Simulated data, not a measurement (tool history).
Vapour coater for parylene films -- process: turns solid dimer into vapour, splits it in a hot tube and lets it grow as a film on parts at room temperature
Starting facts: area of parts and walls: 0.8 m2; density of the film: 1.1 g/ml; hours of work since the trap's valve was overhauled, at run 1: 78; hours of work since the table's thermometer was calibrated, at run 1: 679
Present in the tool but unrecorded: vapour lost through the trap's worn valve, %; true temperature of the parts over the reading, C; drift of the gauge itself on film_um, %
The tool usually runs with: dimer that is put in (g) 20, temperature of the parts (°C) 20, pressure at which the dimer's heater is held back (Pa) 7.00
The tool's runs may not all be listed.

run    hour  dimer that is put in (g)  temperature of the parts (°C)  pressure at which the dimer's heater is held back (Pa)  hours of work since the trap's valve was overhauled  hours of work since the table's thermometer was calibrated  thickness of the film (nm)
  1     0.0                        20                             20                                                    7.00                                                   78                                                         679                       12660
  2    58.6                        20                             20                                                    7.00                                                  103                                                         704                       12540
  3   120.2                        20                             20                                                    7.38                                                  130                                                         731                       12440
  4   158.8                        20                             20                                                    2.79                                                  147                                                         747                       13140
  5   211.3                        20                             20                                                    2.79                                                  169                                                         770                       13220
  6   243.9                        20                             28                                                    7.00                                                  184                                                         784                       10270
  7   278.1                        20                             20                                                    7.00                                                  198                                                         799                       12040
  8   334.3                        20                             20                                                    7.00                                                  223                                                         823                       11880
  9   387.7                        20                             20                                                    7.00                                                  246                                                         846                       11640
 10   428.5                        20                             19                                                    7.00                                                  264                                                         864                       11740
 11   459.0                        20                             19                                                    7.00                                                  277                                                         877                       11830
 12   489.3                        20                             19                                                    7.00                                                  290                                                         890                       11740
      521.7  -- trap's valve overhauled
 13   527.2                        20                             20                                                    7.00                                                    2                                                         905                       10830
 14   588.6                        20                             20                                                    7.00                                                   29                                                         932                       10830
 15   619.2                        20                             20                                                    7.00                                                   42                                                         945                       10510
 16   659.2                        20                             20                                                    7.00                                                   60                                                         962                       10630
 17   720.3                        20                             20                                                    7.00                                                   86                                                         989                       10420
 18   780.7                        20                             20                                                    7.00                                                  112                                                        1015                       10200
 19   807.1                        20                             20                                                    7.00                                                  124                                                        1026                       10080
      829.2  -- trap's valve overhauled, once more
 20   841.6                        20                             20                                                    7.00                                                    5                                                        1039                       13020
 21   892.4                        20                             20                                                    7.00                                                   27                                                        1061                       13120
 22   919.5                        27                             13                                                    3.07                                                   39                                                        1073                       21460
 23   978.7                        15                             31                                                    6.64                                                   65                                                        1099                        7620
 24  1018.1                        15                             31                                                    6.64                                                   82                                                        1116                        7560
 25  1055.5                        15                             31                                                    6.64                                                   98                                                        1132                        7600
 26  1090.3                        12                             19                                                   11.62                                                  113                                                        1147                        7300
 27  1122.7                        22                             19                                                   11.62                                                  127                                                        1161                       13390
 28  1155.5                         8                             17                                                    6.45                                                  141                                                        1175                        5240
 29  1212.8                         8                             17                                                    6.45                                                  166                                                        1200                        5110
 30  1256.1                         8                             17                                                    6.45                                                  185                                                        1219                        5230
 31  1303.1                        20                             32                                                    3.30                                                  205                                                        1239                        9670
 32  1334.8                        19                             15                                                    2.75                                                  219                                                        1253                       13620
 33  1376.9                        19                             29                                                    6.87                                                  237                                                        1271                        9300
 34  1402.1                        19                             29                                                    6.87                                                  248                                                        1282                        9260
 35  1455.6                        19                             29                                                    6.87                                                  271                                                        1305                        9150
 36  1496.3                        19                             29                                                    6.87                                                  289                                                        1323                        9150
     1529.0  -- trap's valve overhauled
 37  1536.4                         9                             14                                                    7.00                                                    3                                                        1338                        6790
 38  1562.2                        20                             20                                                    4.59                                                   14                                                        1350                       13830
 39  1600.5                        28                             20                                                    4.68                                                   31                                                        1366                       19070
 40  1639.1                        28                             16                                                    5.33                                                   48                                                        1383                       20480
 41  1693.5                        28                             16                                                    5.33                                                   71                                                        1406                       19760

4 options for the next run, each taken on its own from the tool as it stands now. Forecast them:
  A  1743.3                        20                             14                                                    3.49                                                   93                                                        1428                           ?
  B  1743.3                         9                             24                                                    2.71                                                   93                                                        1428                           ?
  C  1743.3                        31                             13                                                    4.04                                                   93                                                        1428                           ?
  D  1743.3                        17                             18                                                    2.03                                                   93                                                        1428                           ?

run  thickness of the film (nm)
  A                       15160
  B                        5620
  C                       23960
  D                       12630
The same runs, with their run-to-run variation unchanged, on a tool lacking any hidden condition would have given:
run  thickness of the film (nm)
  A                       15550
  B                        5770
  C                       24580
  D                       12960

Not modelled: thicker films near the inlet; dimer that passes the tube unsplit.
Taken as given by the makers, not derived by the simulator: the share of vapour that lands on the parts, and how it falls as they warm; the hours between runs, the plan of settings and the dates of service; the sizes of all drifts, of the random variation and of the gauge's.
